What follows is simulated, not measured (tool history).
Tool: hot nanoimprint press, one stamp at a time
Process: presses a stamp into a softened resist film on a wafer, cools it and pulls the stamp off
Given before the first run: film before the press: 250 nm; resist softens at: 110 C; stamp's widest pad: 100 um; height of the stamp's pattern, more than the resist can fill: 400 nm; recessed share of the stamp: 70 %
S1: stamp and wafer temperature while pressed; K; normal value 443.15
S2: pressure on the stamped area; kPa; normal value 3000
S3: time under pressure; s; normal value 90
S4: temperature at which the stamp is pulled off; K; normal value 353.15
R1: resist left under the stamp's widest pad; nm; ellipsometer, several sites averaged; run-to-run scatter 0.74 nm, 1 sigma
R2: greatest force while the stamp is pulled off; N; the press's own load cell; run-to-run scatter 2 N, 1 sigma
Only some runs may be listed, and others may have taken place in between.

| run | hour | S1 | S2 | S3 | S4 | R1 | R2 |
|---|---|---|---|---|---|---|---|
| 1 | 0.0 | 443.15 | 3000 | 90 | 353.15 | 94.4 | 127 |
| 2 | 11.3 | 443.15 | 3000 | 90 | 353.15 | 95.1 | 129 |
| 3 | 18.4 | 443.15 | 3000 | 90 | 353.15 | 93.5 | 130 |
| 4 | 28.9 | 443.15 | 3000 | 90 | 353.15 | 94.6 | 128 |
| 5 | 37.2 | 443.15 | 3000 | 90 | 353.15 | 94.3 | 128 |
| 6 | 44.8 | 443.15 | 3150 | 90 | 353.15 | 91.8 | 130 |
| 7 | 52.1 | 443.15 | 3150 | 90 | 353.15 | 92.1 | 132 |
| 8 | 58.6 | 443.15 | 3000 | 90 | 353.15 | 93.5 | 132 |
| 9 | 66.7 | 443.15 | 3000 | 90 | 353.15 | 95.1 | 128 |
| 10 | 77.9 | 443.15 | 3000 | 90 | 353.15 | 94.4 | 134 |
| 11 | 89.3 | 446.15 | 3000 | 90 | 353.15 | 84.5 | 131 |
| 12 | 101.5 | 443.15 | 3000 | 90 | 353.15 | 95.3 | 118 |
| 13 | 106.7 | 443.15 | 3000 | 90 | 353.15 | 94.5 | 123 |
| 14 | 115.1 | 443.15 | 3000 | 90 | 353.15 | 94.9 | 122 |
| 15 | 126.5 | 443.15 | 3000 | 95 | 353.15 | 93.8 | 120 |
| 16 | 136.8 | 443.15 | 3000 | 95 | 353.15 | 93.9 | 121 |
| 17 | 146.4 | 453.15 | 3550 | 142 | 348.15 | 51.6 | 127 |
| 18 | 155.5 | 443.15 | 3550 | 48 | 340.15 | 109.2 | 146 |
| 19 | 161.6 | 441.15 | 3350 | 90 | 347.15 | 96.9 | 132 |
| 20 | 170.0 | 441.15 | 3350 | 90 | 347.15 | 96.1 | 133 |
| 21 | 177.8 | 441.15 | 3350 | 90 | 347.15 | 96.9 | 133 |
| 22 | 185.0 | 441.15 | 3350 | 90 | 347.15 | 96.9 | 135 |
| 23 | 192.7 | 443.15 | 2520 | 90 | 353.15 | 104.5 | 126 |
| 24 | 199.9 | 448.15 | 2520 | 88 | 356.15 | 88.0 | 121 |
| 25 | 207.9 | 448.15 | 2520 | 88 | 356.15 | 88.3 | 119 |
| 26 | 216.5 | 448.15 | 2520 | 88 | 356.15 | 89.8 | 117 |
| 27 | 224.0 | 448.15 | 2520 | 88 | 356.15 | 88.0 | 120 |
| 28 | 231.1 | 440.15 | 3000 | 90 | 353.15 | 106.4 | 120 |
| 29 | 237.7 | 440.15 | 3000 | 90 | 353.15 | 107.5 | 127 |
| 30 | 244.0 | 448.15 | 4390 | 90 | 353.15 | 65.2 | 127 |
| 31 | 250.4 | 443.15 | 3880 | 90 | 343.15 | 82.7 | 144 |

Not shown: 1 entry that the log had between the listed runs. Between which runs, and how does the tool's hidden state differ before and after?
In the gap between runs 11 and 12: stamp cleaned and given a new release coat (hour 99.8)
  true temperature over the reading, C: -0.41 -> -0.42; pressure that arrives at the usual setting, %: 98.84 -> 98.82; grip of the stamp's worn release coat, % over a new coat's: 10.4 -> 0
  measured value less the no-hidden-state value, R1: +1.8 -> +2.1 nm; R2: +13 -> +1 N
